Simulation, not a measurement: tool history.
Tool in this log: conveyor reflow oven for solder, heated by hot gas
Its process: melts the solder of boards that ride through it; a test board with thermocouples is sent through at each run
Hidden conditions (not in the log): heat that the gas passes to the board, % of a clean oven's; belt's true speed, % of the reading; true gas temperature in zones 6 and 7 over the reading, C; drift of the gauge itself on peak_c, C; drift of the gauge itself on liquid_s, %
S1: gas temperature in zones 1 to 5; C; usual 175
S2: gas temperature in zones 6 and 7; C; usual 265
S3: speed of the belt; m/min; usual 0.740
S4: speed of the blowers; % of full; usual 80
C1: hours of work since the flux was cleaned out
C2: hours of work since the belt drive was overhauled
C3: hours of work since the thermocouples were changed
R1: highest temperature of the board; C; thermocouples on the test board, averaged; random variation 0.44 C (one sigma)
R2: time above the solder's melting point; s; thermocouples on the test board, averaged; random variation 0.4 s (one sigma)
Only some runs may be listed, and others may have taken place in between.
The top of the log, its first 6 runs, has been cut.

Run 7, hour 133.2: usual settings but S4 55 % of full; C1 116; C2 171; C3 702. Result: R1 238.2 C, R2 31.4 s.
Run 8, hour 163.9: usual settings but S4 55 % of full; C1 133; C2 187; C3 718. Result: R1 238.7 C, R2 30.7 s.
Run 9, hour 186.4: usual settings but S1 184 C; C1 144; C2 199; C3 730. Result: R1 250.0 C, R2 43.6 s.
Run 10, hour 212.4: usual settings but S1 184 C; C1 158; C2 213; C3 744. Result: R1 250.3 C, R2 43.4 s.
Run 11, hour 233.1: usual settings but S1 165 C; C1 169; C2 223; C3 754. Result: R1 247.4 C, R2 36.5 s.
Run 12, hour 250.1: usual settings but S4 51 % of full; C1 178; C2 232; C3 763. Result: R1 236.7 C, R2 27.8 s.
Run 13, hour 264.1: usual settings but S4 51 % of full; C1 185; C2 240; C3 771. Result: R1 236.9 C, R2 28.7 s.
Run 14, hour 280.8: usual settings but S4 51 % of full; C1 194; C2 248; C3 779. Result: R1 236.5 C, R2 28.4 s.
Run 15, hour 300.9: usual settings but S4 51 % of full; C1 204; C2 259; C3 790. Result: R1 236.2 C, R2 28.1 s.
Run 16, hour 317.6: usual settings but S4 51 % of full; C1 213; C2 268; C3 799. Result: R1 237.1 C, R2 28.4 s.
Run 17, hour 349.0: usual settings but S4 51 % of full; C1 230; C2 284; C3 815. Result: R1 237.0 C, R2 28.1 s.
Run 18, hour 372.7: usual settings but S1 161 C, S4 52 % of full; C1 242; C2 297; C3 828. Result: R1 232.4 C, R2 22.3 s.
Run 19, hour 405.5: usual settings but S1 168 C, S2 272 C, S4 60 % of full; C1 259; C2 314; C3 845. Result: R1 244.9 C, R2 35.0 s.
Run 20, hour 435.7: usual settings but S1 183 C, S2 254 C, S3 0.746 m/min, S4 53 % of full; C1 275; C2 330; C3 861. Result: R1 231.0 C, R2 24.9 s.
Run 21, hour 465.3: usual settings but S1 163 C, S2 267 C, S4 79 % of full; C1 291; C2 345; C3 876. Result: R1 247.3 C, R2 36.9 s.
At hour 480.4: flux residue cleaned out of gas plates and filters.
Run 22, hour 491.5: usual settings but S1 163 C, S2 267 C, S4 79 % of full; C1 6; C2 356; C3 887. Result: R1 248.6 C, R2 36.0 s.
Run 23, hour 513.5: usual settings but S1 168 C, S2 255 C; C1 17; C2 368; C3 899. Result: R1 239.4 C, R2 31.7 s.
Run 24, hour 540.7: usual settings but S1 168 C, S2 255 C; C1 32; C2 382; C3 913. Result: R1 238.3 C, R2 31.8 s.
At hour 564.1: thermocouples of zones 6 and 7 changed.
Run 25, hour 571.8: usual settings but S1 167 C, S4 56 % of full; C1 47; C2 397; C3 4. Result: R1 237.1 C, R2 27.9 s.
Run 26, hour 604.3: usual settings but S1 176 C, S2 257 C, S3 0.650 m/min, S4 83 % of full; C1 64; C2 414; C3 21. Result: R1 247.2 C, R2 46.7 s.
Run 27, hour 630.0: usual settings but S1 176 C, S2 259 C, S3 0.650 m/min, S4 54 % of full; C1 77; C2 428; C3 35. Result: R1 239.1 C, R2 37.3 s.
Run 28, hour 660.5: usual settings but S1 176 C, S2 259 C, S3 0.650 m/min, S4 54 % of full; C1 93; C2 444; C3 51. Result: R1 239.6 C, R2 36.2 s.
Run 29, hour 674.5: usual settings but S1 176 C, S2 279 C, S3 0.650 m/min, S4 57 % of full; C1 101; C2 451; C3 58. Result: R1 256.2 C, R2 50.0 s.
Run 30, hour 702.2: usual settings but S1 176 C, S2 279 C, S3 0.650 m/min, S4 57 % of full; C1 115; C2 466; C3 72. Result: R1 257.4 C, R2 50.1 s.

Forecast each of these 4 alternatives for the next run:
Run A, hour 718.8: usual settings but S1 176 C, S2 279 C, S3 0.647 m/min, S4 57 % of full; C1 124; C2 475; C3 81. Result: R1 ?, R2 ?.
Run B, hour 718.8: usual settings but S1 176 C, S2 279 C, S3 0.605 m/min, S4 57 % of full; C1 124; C2 475; C3 81. Result: R1 ?, R2 ?.
Run C, hour 718.8: usual settings but S1 176 C, S2 279 C, S3 0.867 m/min, S4 58 % of full; C1 124; C2 475; C3 81. Result: R1 ?, R2 ?.
Run D, hour 718.8: usual settings but S1 172 C, S2 274 C, S3 0.725 m/min, S4 57 % of full; C1 124; C2 475; C3 81. Result: R1 ?, R2 ?.

run     R1    R2
  A  256.5  51.2
  B  258.9  56.2
  C  243.8  29.4
  D  246.8  37.3
The same runs, with their run-to-run variation unchanged, on a tool lacking any hidden condition would have given:
run     R1    R2
  A  256.6  51.3
  B  258.9  56.2
  C  243.9  29.4
  D  246.9  37.4

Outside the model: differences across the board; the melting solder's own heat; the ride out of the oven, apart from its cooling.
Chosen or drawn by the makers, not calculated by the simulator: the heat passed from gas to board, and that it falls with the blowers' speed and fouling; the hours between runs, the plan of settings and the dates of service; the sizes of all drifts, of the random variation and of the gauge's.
